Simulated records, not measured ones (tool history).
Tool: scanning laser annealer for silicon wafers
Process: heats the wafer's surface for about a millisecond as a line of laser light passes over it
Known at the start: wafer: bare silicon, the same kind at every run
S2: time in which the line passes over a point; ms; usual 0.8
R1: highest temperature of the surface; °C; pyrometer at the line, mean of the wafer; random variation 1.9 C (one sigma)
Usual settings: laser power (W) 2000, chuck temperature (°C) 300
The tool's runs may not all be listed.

run 1 hour=0 | laser_power_(W)=2000 S2=0.8 chuck_temperature_(°C)=300 | R1=1089
run 2 hour=19.3 | laser_power_(W)=2000 S2=0.8 chuck_temperature_(°C)=300 | R1=1090
run 3 hour=33.1 | laser_power_(W)=2000 S2=0.8 chuck_temperature_(°C)=300 | R1=1088
run 4 hour=53.4 | laser_power_(W)=2000 S2=0.8 chuck_temperature_(°C)=300 | R1=1086
run 5 hour=67.9 | laser_power_(W)=2000 S2=0.8 chuck_temperature_(°C)=300 | R1=1086
-- hour=83.9 optics aligned, line set to its width
run 6 hour=85.9 | laser_power_(W)=2000 S2=0.8 chuck_temperature_(°C)=300 | R1=1106
run 7 hour=101.6 | laser_power_(W)=2000 S2=0.8 chuck_temperature_(°C)=300 | R1=1105
run 8 hour=113.1 | laser_power_(W)=2000 S2=0.8 chuck_temperature_(°C)=300 | R1=1104
run 9 hour=131.8 | laser_power_(W)=2000 S2=0.8 chuck_temperature_(°C)=300 | R1=1099
run 10 hour=151.3 | laser_power_(W)=2000 S2=0.914 chuck_temperature_(°C)=300 | R1=1153
run 11 hour=161.6 | laser_power_(W)=2000 S2=0.914 chuck_temperature_(°C)=300 | R1=1157
run 12 hour=176.2 | laser_power_(W)=2000 S2=0.914 chuck_temperature_(°C)=300 | R1=1154
run 13 hour=196 | laser_power_(W)=2000 S2=0.8 chuck_temperature_(°C)=300 | R1=1098
run 14 hour=219.4 | laser_power_(W)=2000 S2=0.8 chuck_temperature_(°C)=300 | R1=1094
run 15 hour=240.5 | laser_power_(W)=1775 S2=0.8 chuck_temperature_(°C)=300 | R1=1000
run 16 hour=257.6 | laser_power_(W)=1775 S2=0.8 chuck_temperature_(°C)=300 | R1=1001
run 17 hour=280 | laser_power_(W)=1775 S2=0.8 chuck_temperature_(°C)=300 | R1=1003
run 18 hour=298.1 | laser_power_(W)=2000 S2=0.8 chuck_temperature_(°C)=300 | R1=1092
run 19 hour=316.4 | laser_power_(W)=2000 S2=0.8 chuck_temperature_(°C)=300 | R1=1090
run 20 hour=328.8 | laser_power_(W)=2000 S2=0.8 chuck_temperature_(°C)=300 | R1=1088
run 21 hour=347.1 | laser_power_(W)=2000 S2=0.8 chuck_temperature_(°C)=300 | R1=1085
run 22 hour=366 | laser_power_(W)=2000 S2=0.8 chuck_temperature_(°C)=277 | R1=1063
run 23 hour=380.2 | laser_power_(W)=1791 S2=0.868 chuck_temperature_(°C)=300 | R1=1028
run 24 hour=395.9 | laser_power_(W)=1934 S2=0.868 chuck_temperature_(°C)=324 | R1=1112
run 25 hour=414.5 | laser_power_(W)=1934 S2=0.868 chuck_temperature_(°C)=324 | R1=1115
run 26 hour=433.8 | laser_power_(W)=1934 S2=0.868 chuck_temperature_(°C)=324 | R1=1112
run 27 hour=449.4 | laser_power_(W)=2136 S2=0.658 chuck_temperature_(°C)=306 | R1=1071
run 28 hour=469 | laser_power_(W)=1936 S2=0.663 chuck_temperature_(°C)=328 | R1=1014
run 29 hour=488.3 | laser_power_(W)=1903 S2=0.663 chuck_temperature_(°C)=302 | R1=979
-- hour=495.4 window over the wafer cleaned
run 30 hour=505.3 | laser_power_(W)=1742 S2=0.8 chuck_temperature_(°C)=300 | R1=998
run 31 hour=523 | laser_power_(W)=2000 S2=0.712 chuck_temperature_(°C)=300 | R1=1063
run 32 hour=533.9 | laser_power_(W)=2000 S2=0.8 chuck_temperature_(°C)=321 | R1=1131
run 33 hour=553.4 | laser_power_(W)=1761 S2=0.8 chuck_temperature_(°C)=312 | R1=1015
run 34 hour=568 | laser_power_(W)=1962 S2=0.8 chuck_temperature_(°C)=335 | R1=1124
run 35 hour=589 | laser_power_(W)=2192 S2=0.945 chuck_temperature_(°C)=274 | R1=1233
run 36 hour=600.5 | laser_power_(W)=2104 S2=0.591 chuck_temperature_(°C)=338 | R1=1070
run 37 hour=618.4 | laser_power_(W)=2104 S2=0.591 chuck_temperature_(°C)=338 | R1=1071
run 38 hour=639.3 | laser_power_(W)=2104 S2=0.591 chuck_temperature_(°C)=338 | R1=1071
run 39 hour=663 | laser_power_(W)=1731 S2=0.743 chuck_temperature_(°C)=291 | R1=951
run 40 hour=684.9 | laser_power_(W)=1734 S2=0.743 chuck_temperature_(°C)=264 | R1=929
run 41 hour=700.2 | laser_power_(W)=1759 S2=0.8 chuck_temperature_(°C)=306 | R1=1002
run 42 hour=711.3 | laser_power_(W)=1827 S2=0.8 chuck_temperature_(°C)=330 | R1=1053

Hidden state or all else? Some run-to-run changes of R1, split into what the settings, what came in and random variation would give without the hidden state, and what is left for the hidden state (with any gauge scatter that isn't in both results):
The hidden state here: light that passes the window, % of a clean one's; laser's true power over the reading, %; width of the line over the set one, %; drift of the gauge itself on peak_c, C.
Run 5 -> 6: optics aligned, line set to its width. R1 +20 °C: hidden state +20, all else +0.
Run 17 -> 18: laser power (W) 1775 -> 2000. R1 +89 °C: hidden state -4, all else +93.
Run 29 -> 30: laser power (W) 1903 -> 1742, S2 0.663 -> 0.8, chuck temperature (°C) 302 -> 300, window over the wafer cleaned. R1 +19 °C: hidden state +25, all else -6.
Run 32 -> 33: laser power (W) 2000 -> 1761, chuck temperature (°C) 321 -> 312. R1 -116 °C: hidden state +0, all else -116.
Run 35 -> 36: laser power (W) 2192 -> 2104, S2 0.945 -> 0.591, chuck temperature (°C) 274 -> 338. R1 -163 °C: hidden state +2, all else -165.
Run 38 -> 39: laser power (W) 2104 -> 1731, S2 0.591 -> 0.743, chuck temperature (°C) 338 -> 291. R1 -120 °C: hidden state +0, all else -120.

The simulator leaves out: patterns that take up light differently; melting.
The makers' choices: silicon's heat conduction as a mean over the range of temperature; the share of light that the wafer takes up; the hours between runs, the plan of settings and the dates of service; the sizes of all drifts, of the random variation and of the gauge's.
